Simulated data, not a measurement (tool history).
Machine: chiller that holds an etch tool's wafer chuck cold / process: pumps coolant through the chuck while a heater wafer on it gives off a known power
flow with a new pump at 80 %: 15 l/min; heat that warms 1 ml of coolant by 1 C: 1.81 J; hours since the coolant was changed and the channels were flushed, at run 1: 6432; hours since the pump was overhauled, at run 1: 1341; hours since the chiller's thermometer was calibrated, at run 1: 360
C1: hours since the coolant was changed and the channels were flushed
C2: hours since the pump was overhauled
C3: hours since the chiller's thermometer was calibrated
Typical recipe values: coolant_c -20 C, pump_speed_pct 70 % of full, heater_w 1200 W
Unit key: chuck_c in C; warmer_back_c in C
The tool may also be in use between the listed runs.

Run 1, hour 0.0: usual settings; C1 6432; C2 1341; C3 360. Result: chuck_c -5.4 C, warmer_back_c 3.13 C.
Run 2, hour 35.9: usual settings; C1 6468; C2 1377; C3 396. Result: chuck_c -5.6 C, warmer_back_c 3.06 C.
Run 3, hour 79.2: usual settings but coolant_c -24 C; C1 6511; C2 1420; C3 440. Result: chuck_c -9.4 C, warmer_back_c 3.12 C.
Run 4, hour 123.8: usual settings but coolant_c -24 C; C1 6556; C2 1465; C3 484. Result: chuck_c -9.6 C, warmer_back_c 3.10 C.
Run 5, hour 158.2: usual settings; C1 6590; C2 1499; C3 519. Result: chuck_c -5.6 C, warmer_back_c 3.14 C.
Run 6, hour 200.1: usual settings; C1 6632; C2 1541; C3 561. Result: chuck_c -5.5 C, warmer_back_c 3.04 C.
Run 7, hour 240.2: usual settings; C1 6672; C2 1581; C3 601. Result: chuck_c -5.4 C, warmer_back_c 3.14 C.
At hour 245.0: chiller's thermometer calibrated.
Run 8, hour 289.1: usual settings; C1 6720; C2 1629; C3 44. Result: chuck_c -5.3 C, warmer_back_c 3.06 C.
Run 9, hour 333.2: usual settings; C1 6764; C2 1673; C3 88. Result: chuck_c -5.4 C, warmer_back_c 3.16 C.
Run 10, hour 374.8: usual settings but coolant_c -16 C; C1 6806; C2 1715; C3 130. Result: chuck_c -1.4 C, warmer_back_c 3.08 C.
Run 11, hour 425.3: usual settings but coolant_c -16 C; C1 6856; C2 1765; C3 180. Result: chuck_c -1.6 C, warmer_back_c 3.08 C.
At hour 441.8: chiller's thermometer calibrated, once more.
Run 12, hour 461.7: usual settings but pump_speed_pct 72 % of full, heater_w 1718 W; C1 6892; C2 1801; C3 20. Result: chuck_c 0.5 C, warmer_back_c 4.33 C.
Run 13, hour 500.9: usual settings but coolant_c -21 C; C1 6931; C2 1840; C3 59. Result: chuck_c -6.4 C, warmer_back_c 3.15 C.
Run 14, hour 531.5: usual settings but coolant_c -21 C; C1 6962; C2 1871; C3 90. Result: chuck_c -6.3 C, warmer_back_c 3.11 C.
Run 15, hour 597.2: usual settings but coolant_c -24 C, pump_speed_pct 96 % of full, heater_w 823 W; C1 7027; C2 1936; C3 155. Result: chuck_c -16.0 C, warmer_back_c 1.59 C.
Run 16, hour 652.6: usual settings but pump_speed_pct 68 % of full, heater_w 999 W; C1 7083; C2 1992; C3 211. Result: chuck_c -7.6 C, warmer_back_c 2.63 C.
Run 17, hour 704.0: usual settings but coolant_c -15 C, pump_speed_pct 68 % of full, heater_w 1638 W; C1 7134; C2 2043; C3 262. Result: chuck_c 5.4 C, warmer_back_c 4.36 C.
Run 18, hour 742.6: usual settings but coolant_c -28 C, pump_speed_pct 92 % of full, heater_w 954 W; C1 7173; C2 2082; C3 301. Result: chuck_c -18.6 C, warmer_back_c 1.87 C.
Run 19, hour 777.0: usual settings but coolant_c -29 C, pump_speed_pct 87 % of full, heater_w 954 W; C1 7207; C2 2116; C3 335. Result: chuck_c -18.9 C, warmer_back_c 1.94 C.
Run 20, hour 826.3: usual settings but coolant_c -29 C, pump_speed_pct 87 % of full, heater_w 954 W; C1 7256; C2 2165; C3 384. Result: chuck_c -19.2 C, warmer_back_c 1.96 C.
Run 21, hour 862.5: usual settings but coolant_c -12 C, pump_speed_pct 99 % of full, heater_w 667 W; C1 7293; C2 2202; C3 421. Result: chuck_c -5.6 C, warmer_back_c 1.22 C.

Below, some changes in chuck_c between adjacent runs. For each, the amount present without the hidden state too (settings, incoming material, random variation) and the amount remaining for the hidden state with gauge scatter not shared by both compared results:
Unlogged tool condition in this case: heat passed by the chuck's channels, % of clean ones'; flow at a given pump speed, % of a new pump's; coolant's true temperature over the reading, C; drift of the gauge itself on chuck_c, C; drift of the gauge itself on warmer_back_c, C.
Run 14 -> 15: coolant_c -21 -> -24, pump_speed_pct 70 -> 96, heater_w 1200 -> 823. chuck_c -9.7 C: hidden state -0.5, all else -9.2.
Run 17 -> 18: coolant_c -15 -> -28, pump_speed_pct 68 -> 92, heater_w 1638 -> 954. chuck_c -24.0 C: hidden state -0.7, all else -23.3.
Run 20 -> 21: coolant_c -29 -> -12, pump_speed_pct 87 -> 99, heater_w 954 -> 667. chuck_c +13.6 C: hidden state -0.3, all else +13.9.
